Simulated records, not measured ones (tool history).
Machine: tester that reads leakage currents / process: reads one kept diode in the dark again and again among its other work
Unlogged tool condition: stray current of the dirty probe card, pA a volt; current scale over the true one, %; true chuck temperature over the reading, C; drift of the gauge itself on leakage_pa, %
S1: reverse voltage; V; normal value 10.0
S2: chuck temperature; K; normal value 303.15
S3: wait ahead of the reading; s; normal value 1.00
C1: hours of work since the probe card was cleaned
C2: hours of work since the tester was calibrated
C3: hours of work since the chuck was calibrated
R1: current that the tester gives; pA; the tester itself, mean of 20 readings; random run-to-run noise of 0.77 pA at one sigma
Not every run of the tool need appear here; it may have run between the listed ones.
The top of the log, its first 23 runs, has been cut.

| run | hour | S1 | S2 | S3 | C1 | C2 | C3 | R1 |
|---|---|---|---|---|---|---|---|---|
| 24 | 4141.2 | 3.7 | 311.15 | 0.44 | 1835 | 4363 | 987 | 345.73 |
| 25 | 4277.0 | 1.9 | 300.15 | 1.00 | 1909 | 4437 | 1061 | 101.09 |
| 26 | 4527.1 | 1.9 | 300.15 | 1.00 | 2046 | 4574 | 1198 | 102.04 |
| 27 | 4641.4 | 1.9 | 300.15 | 1.00 | 2108 | 4637 | 1261 | 102.43 |
| 28 | 4823.8 | 1.9 | 300.15 | 1.00 | 2208 | 4736 | 1361 | 103.46 |
| 29 | 4966.8 | 8.6 | 303.15 | 1.00 | 2286 | 4815 | 1439 | 265.29 |
| 30 | 5139.7 | 4.2 | 318.15 | 1.35 | 2381 | 4909 | 1534 | 658.51 |
| 31 | 5343.4 | 4.2 | 318.15 | 4.41 | 2492 | 5021 | 1645 | 663.81 |
| 32 | 5593.5 | 1.5 | 318.15 | 4.41 | 2629 | 5158 | 1782 | 426.38 |
| 33 | 5825.0 | 1.9 | 304.15 | 5.55 | 2756 | 5284 | 1909 | 150.37 |
|  | 5954.8 | tester calibrated |
| 34 | 6025.6 | 5.4 | 304.15 | 0.62 | 2865 | 39 | 2017 | 251.50 |
| 35 | 6223.2 | 1.2 | 329.15 | 0.62 | 2973 | 147 | 2125 | 933.58 |
|  | 6251.1 | chuck's temperature calibrated |
| 36 | 6389.2 | 1.1 | 320.15 | 0.31 | 3063 | 237 | 76 | 407.60 |
| 37 | 6544.4 | 10.0 | 314.15 | 4.61 | 3148 | 322 | 161 | 669.05 |
| 38 | 6752.1 | 10.0 | 321.15 | 1.00 | 3261 | 435 | 274 | 1174.11 |

Consider 3 possible next runs. They are alternatives, not a sequence: every one starts from the tool as it was left by run 38. What does each give?
| A | 6876.1 | 1.0 | 297.15 | 1.20 | 3329 | 503 | 342 | ? |
| B | 6876.1 | 2.0 | 295.15 | 1.00 | 3329 | 503 | 342 | ? |
| C | 6876.1 | 7.0 | 317.15 | 0.55 | 3329 | 503 | 342 | ? |

| run | R1 |
|---|---|
| A | 57.64 |
| B | 66.17 |
| C | 732.87 |
Had the tool no hidden state, the same runs would have come out as:
| run | R1 |
|---|---|
| A | 54.74 |
| B | 61.58 |
| C | 706.95 |

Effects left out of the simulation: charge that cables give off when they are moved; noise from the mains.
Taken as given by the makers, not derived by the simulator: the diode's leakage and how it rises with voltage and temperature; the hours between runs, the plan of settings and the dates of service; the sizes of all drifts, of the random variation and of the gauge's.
